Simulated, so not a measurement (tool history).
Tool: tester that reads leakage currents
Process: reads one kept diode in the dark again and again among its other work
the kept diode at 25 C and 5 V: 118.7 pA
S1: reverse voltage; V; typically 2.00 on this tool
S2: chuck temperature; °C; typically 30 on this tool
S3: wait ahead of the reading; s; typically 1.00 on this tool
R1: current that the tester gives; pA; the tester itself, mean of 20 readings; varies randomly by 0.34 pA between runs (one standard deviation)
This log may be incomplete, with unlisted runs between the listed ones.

run	hour	S1	S2	S3	R1
1	0.0	2.00	30	1.00	111.22
2	61.7	2.00	30	1.00	111.30
3	105.3	2.00	30	1.00	110.24
4	182.8	2.00	30	1.00	109.77
5	255.7	2.00	30	1.00	108.68
6	314.0	2.00	30	1.21	108.95
7	364.5	2.00	30	1.21	107.68
8	414.7	2.00	30	1.21	108.58
9	499.6	2.00	30	1.21	106.81
10	559.6	2.00	30	1.21	106.27
11	644.9	2.00	30	1.21	105.12
12	722.3	2.00	30	1.21	103.98
13	774.8	2.00	30	1.21	103.67
14	860.1	2.00	30	1.21	102.78
15	907.0	2.00	30	1.21	102.85
16	968.5	2.00	30	0.40	102.98
17	1004.1	2.00	30	0.40	102.48
18	1059.8	2.00	30	0.40	102.41
19	1121.6	2.00	30	0.40	101.50
20	1170.5	2.00	30	0.40	100.92
21	1225.8	13.14	24	8.31	165.73
22	1289.9	13.14	25	8.31	178.89
23	1337.3	13.14	31	8.31	294.29
24	1404.4	2.00	34	0.72	153.91
25	1477.5	2.00	34	0.72	152.32
26	1539.5	1.30	22	1.00	44.66
27	1620.5	2.00	33	9.24	139.75
28	1680.8	11.80	31	1.20	305.71
29	1766.8	11.80	31	1.20	304.59
30	1831.5	2.00	34	0.53	149.06
31	1884.7	10.74	43	3.16	736.68
32	1921.1	5.79	30	1.48	189.29
33	1986.3	5.79	26	1.77	134.34
34	2041.2	5.79	26	1.77	133.95
35	2083.1	13.00	59	0.31	2560.64
36	2118.9	13.00	59	0.31	2555.45
37	2161.5	3.25	20	1.75	58.29
38	2240.1	1.70	20	1.75	40.59
39	2281.2	2.00	30	0.36	104.42
40	2328.5	2.00	30	0.36	104.80

Removed from this log: 2 entries logged between the listed runs. Between which two listed runs does each belong, and how does the tool's hidden state at the listed run before it compare with that at the listed run after it?
From run 9 to run 10: probe card cleaned and baked (hour 555.6)
  stray current of the dirty probe card, pA a volt: 0.604 -> 0.021; true chuck temperature over the reading, C: -0.55 -> -0.61
  what was measured, less what the result would be without the hidden state, R1: -4.06 -> -5.76 pA
From run 23 to run 24: chuck's temperature calibrated (hour 1394.9)
  stray current of the dirty probe card, pA a volt: 0.146 -> 0.156; current scale over the true one, %: -0.32 -> -0.33; true chuck temperature over the reading, C: -1.35 -> -0.01
  what was measured, less what the result would be without the hidden state, R1: -33.91 -> -0.35 pA
